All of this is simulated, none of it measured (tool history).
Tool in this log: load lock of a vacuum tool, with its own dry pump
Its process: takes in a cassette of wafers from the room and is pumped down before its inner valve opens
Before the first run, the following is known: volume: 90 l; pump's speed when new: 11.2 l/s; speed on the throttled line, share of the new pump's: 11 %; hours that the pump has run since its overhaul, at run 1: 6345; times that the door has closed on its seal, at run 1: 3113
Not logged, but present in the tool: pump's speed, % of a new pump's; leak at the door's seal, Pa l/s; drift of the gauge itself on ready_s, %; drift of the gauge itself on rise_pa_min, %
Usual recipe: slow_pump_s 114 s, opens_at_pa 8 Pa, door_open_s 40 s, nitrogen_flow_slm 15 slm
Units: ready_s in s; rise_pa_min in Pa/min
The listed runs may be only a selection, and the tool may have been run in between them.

run	hour	slow_pump_s	opens_at_pa	door_open_s	nitrogen_flow_slm	hours that the pump has run since its overhaul	times that the door has closed on its seal	incoming humidity of the room's air, %	ready_s	rise_pa_min
1	0.0	114	8	40	15	6345	3113	40.8	180.5	0.029
2	72.4	65	8	40	15	6417	3196	45.4	138.3	0.027
3	134.5	65	8	40	15	6479	3267	43.4	139.5	0.021
4	211.1	65	8	40	15	6556	3354	46.3	137.5	0.030
5	305.8	114	8	37	15	6651	3462	45.9	182.9	0.031
6	347.9	114	8	40	15	6693	3510	48.0	182.0	0.030
7	426.6	114	8	40	15	6772	3600	46.8	183.9	0.034
8	517.1	114	15	40	15	6862	3703	45.3	175.9	0.024
9	571.0	114	8	102	15	6916	3765	43.8	181.4	0.032
10	649.3	114	8	27	15	6994	3854	42.2	183.1	0.032
11	707.5	114	8	27	15	7052	3921	41.1	182.6	0.026
12	790.6	142	8	51	15	7136	4016	43.7	208.5	0.036
13	856.2	187	14	36	18	7201	4091	45.6	243.7	0.033
14	952.6	187	12	36	28	7298	4201	44.7	244.5	0.027
15	1014.7	114	7	30	9	7360	4271	41.2	184.7	0.029
16	1112.7	114	7	30	9	7458	4383	44.1	184.1	0.032

Estimate the outcome of run 17 from the log above:
17	1154.2	113	8	40	10	7499	4431	45.6	?	?

{"run 17": {"ready_s": 181.5, "rise_pa_min": 0.045}}
On a tool with no hidden condition, and with the same random variation, this run would have come out at ready_s 177.3 s, rise_pa_min 0.032 Pa/min.

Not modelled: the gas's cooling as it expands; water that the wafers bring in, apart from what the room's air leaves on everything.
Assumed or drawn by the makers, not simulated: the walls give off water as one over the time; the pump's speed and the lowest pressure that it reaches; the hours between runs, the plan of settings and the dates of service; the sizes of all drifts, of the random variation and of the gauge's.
